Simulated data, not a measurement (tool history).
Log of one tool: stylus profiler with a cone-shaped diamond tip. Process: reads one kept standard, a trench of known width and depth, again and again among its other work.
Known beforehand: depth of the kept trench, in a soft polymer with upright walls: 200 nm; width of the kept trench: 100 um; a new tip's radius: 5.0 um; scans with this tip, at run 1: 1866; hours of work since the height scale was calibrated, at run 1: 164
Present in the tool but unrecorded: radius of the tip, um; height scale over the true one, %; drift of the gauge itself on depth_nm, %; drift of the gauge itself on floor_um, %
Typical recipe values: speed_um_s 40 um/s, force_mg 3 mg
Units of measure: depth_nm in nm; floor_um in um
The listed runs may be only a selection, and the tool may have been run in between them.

run    day  speed_um_s  force_mg  scans with this tip  hours of work since the height scale was calibrated  depth_nm  floor_um
  1      0          40         3                 1866                                                  164    203.91     96.88
  2  0.562          40         3                 1947                                                  171    203.91     96.89
  3  1.475          40         3                 2079                                                  182    203.93     96.86
  4   2.55          40         3                 2234                                                  196    203.89     96.88
  5  3.442          40         3                 2362                                                  207    203.94     96.85
     3.575  -- height scale calibrated on a step standard
  6   4.45          86      4.15                 2505                                                   11    204.86     96.71
  7      5          36         3                 2583                                                   18    203.93     96.83
     5.917  -- height scale calibrated on a step standard, once more
  8  5.929          38      3.51                 2715                                                    0    204.26      96.8
  9  6.929          40       2.8                 2859                                                   13    203.68     96.83
 10  7.867          60      1.35                 2994                                                   25    202.18     96.58

Predict each of these 4 candidate next runs independently; none follows another, all start after run 10:
  A  8.579          40      1.75                 3097                                                   34         ?         ?
  B  8.579          72      4.52                 3097                                                   34         ?         ?
  C  8.579          40      3.04                 3097                                                   34         ?         ?
  D  8.579          60      5.08                 3097                                                   34         ?         ?

run  depth_nm  floor_um
  A    202.65     96.81
  B    205.08     96.71
  C    203.88     96.78
  D    205.43     96.74
With the hidden condition removed and each run's random variation left untouched, the same runs would have given:
run  depth_nm  floor_um
  A    202.69     97.04
  B    205.13     96.94
  C    203.92     97.01
  D    205.48     96.97
